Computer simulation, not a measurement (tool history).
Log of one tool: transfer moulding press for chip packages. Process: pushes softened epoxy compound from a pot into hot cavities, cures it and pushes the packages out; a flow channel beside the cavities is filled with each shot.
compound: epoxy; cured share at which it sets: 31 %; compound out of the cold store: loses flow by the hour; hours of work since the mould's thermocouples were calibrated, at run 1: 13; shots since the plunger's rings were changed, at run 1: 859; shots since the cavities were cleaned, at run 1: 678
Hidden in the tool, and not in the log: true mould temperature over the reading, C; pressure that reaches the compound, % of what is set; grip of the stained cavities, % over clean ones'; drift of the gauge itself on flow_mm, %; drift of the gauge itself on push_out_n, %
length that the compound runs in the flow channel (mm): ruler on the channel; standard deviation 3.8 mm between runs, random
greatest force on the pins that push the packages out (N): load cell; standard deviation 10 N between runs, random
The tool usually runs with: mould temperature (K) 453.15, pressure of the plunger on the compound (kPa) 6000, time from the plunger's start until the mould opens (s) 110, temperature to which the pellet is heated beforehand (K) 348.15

run	hour	mould temperature (K)	pressure of the plunger on the compound (kPa)	time from the plunger's start until the mould opens (s)	temperature to which the pellet is heated beforehand (K)	hours of work since the mould's thermocouples were calibrated	shots since the plunger's rings were changed	shots since the cavities were cleaned	incoming compound's hours out of the cold store	length that the compound runs in the flow channel (mm)	greatest force on the pins that push the packages out (N)
1	0	453.15	6000	110	348.15	13	859	678	44.4	866	898
# hour 5.6: cavities cleaned with cleaning compound and waxed
2	14.2	453.15	6000	110	348.15	19	947	60	44.6	864	527
3	27.6	453.15	6000	110	348.15	25	1039	152	24.8	916	641
4	35.7	453.15	6000	110	348.15	29	1095	208	45.8	855	658
5	48.8	453.15	6000	110	348.15	35	1186	299	12.8	959	746
6	65.7	453.15	6990	110	348.15	42	1303	416	35.4	953	786
7	84.1	453.15	6990	110	348.15	51	1430	543	35.5	954	814
8	102.3	453.15	6990	110	348.15	59	1556	669	21.4	988	909
# hour 109.3: cavities cleaned with cleaning compound and waxed
9	111.6	453.15	6990	110	348.15	62	1610	16	27.2	978	513
10	130.1	453.15	6990	110	348.15	71	1738	144	42	922	601
11	143.7	453.15	4630	110	348.15	77	1833	239	15.2	823	722
12	162.1	453.15	4700	110	343.15	85	1960	366	23.1	803	784
13	179.2	453.15	4700	110	354.15	93	2078	484	27	790	815
14	193	452.15	7270	110	355.15	99	2174	580	9.8	1049	937
15	200.8	452.15	7270	110	355.15	102	2228	634	13.7	1038	929
# hour 212.9: cavities cleaned with cleaning compound and waxed
16	212.9	453.15	6000	141	348.15	107	2301	0	14.8	933	394
17	229	448.15	6000	110	348.15	114	2412	111	8.4	975	904
18	242.7	448.15	6000	110	348.15	121	2507	206	10.3	972	1020
19	256.1	448.15	6000	110	348.15	127	2600	299	21.8	933	1056
20	270.6	448.15	6000	110	348.15	133	2701	400	11.1	962	1191
21	286.1	454.15	5710	130	353.15	140	2807	506	21.8	874	667
22	297	458.15	6470	107	351.15	145	2883	582	21	912	734

5 ways to go on from here, each from the tool as it stands after run 22. What would each give?
A	313.1	447.15	6470	110	351.15	152	2994	693	31.5	?	?
B	313.1	450.15	6470	150	351.15	152	2994	693	38	?	?
C	313.1	453.15	5050	110	348.15	152	2994	693	9.1	?	?
D	313.1	458.15	6000	115	348.15	152	2994	693	37.4	?	?
E	313.1	458.15	6470	107	349.15	152	2994	693	41.7	?	?

run	length that the compound runs in the flow channel (mm)	greatest force on the pins that push the packages out (N)
A	928	1374
B	892	728
C	863	918
D	831	697
E	860	766
What these runs would have given with no unlogged condition in the tool:
run	length that the compound runs in the flow channel (mm)	greatest force on the pins that push the packages out (N)
A	984	750
B	946	397
C	915	502
D	881	381
E	912	421
